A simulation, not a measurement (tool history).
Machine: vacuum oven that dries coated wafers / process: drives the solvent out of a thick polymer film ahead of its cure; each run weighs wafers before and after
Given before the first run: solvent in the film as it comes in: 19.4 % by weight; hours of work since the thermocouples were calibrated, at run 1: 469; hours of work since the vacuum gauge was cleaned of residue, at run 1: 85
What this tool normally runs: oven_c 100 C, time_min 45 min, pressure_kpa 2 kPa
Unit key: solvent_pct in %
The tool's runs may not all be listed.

run	hour	oven_c	time_min	pressure_kpa	hours of work since the thermocouples were calibrated	hours of work since the vacuum gauge was cleaned of residue	solvent_pct
1	0	100	45	2	469	85	4.7
2	8.7	100	45	2	475	90	4.72
3	26.8	100	45	2	487	102	4.72
4	36.8	100	45	2	494	109	4.77
5	50.4	100	45	2	503	118	4.76
6	63.4	100	45	5.04	511	126	5.42
7	75.5	100	45	5.04	519	134	5.45
8	92.8	100	45	2	531	146	4.73
9	111	100	45	2	543	158	4.71
10	126.3	100	45	2	553	168	4.69
11	139.4	100	45	2	561	176	4.69
12	156.9	88	42	2.28	573	188	8.93
13	172.5	86	73	1.48	583	198	6.48
14	184.3	96	45	2.51	591	206	6.06
15	193.7	107	37	1.8	597	212	3.65
16	202.7	87	28	2.45	603	218	11.24
17	214.9	87	73	2.45	611	226	6.46
18	227.9	87	49	4.11	620	235	8.94
19	246	106	35	1.34	631	247	4.12

Alternative continuations, all from the tool just after run 19; predict every row:
A	263.5	110	69	1.72	643	258	?
B	263.5	106	35	3.05	643	258	?
C	263.5	106	45	2	643	258	?
D	263.5	102	35	3.76	643	258	?

run	solvent_pct
A	0.89
B	4.44
C	3
D	5.79
With no hidden state in the tool, these same runs would have given:
run	solvent_pct
A	0.95
B	4.63
C	3.16
D	5.99
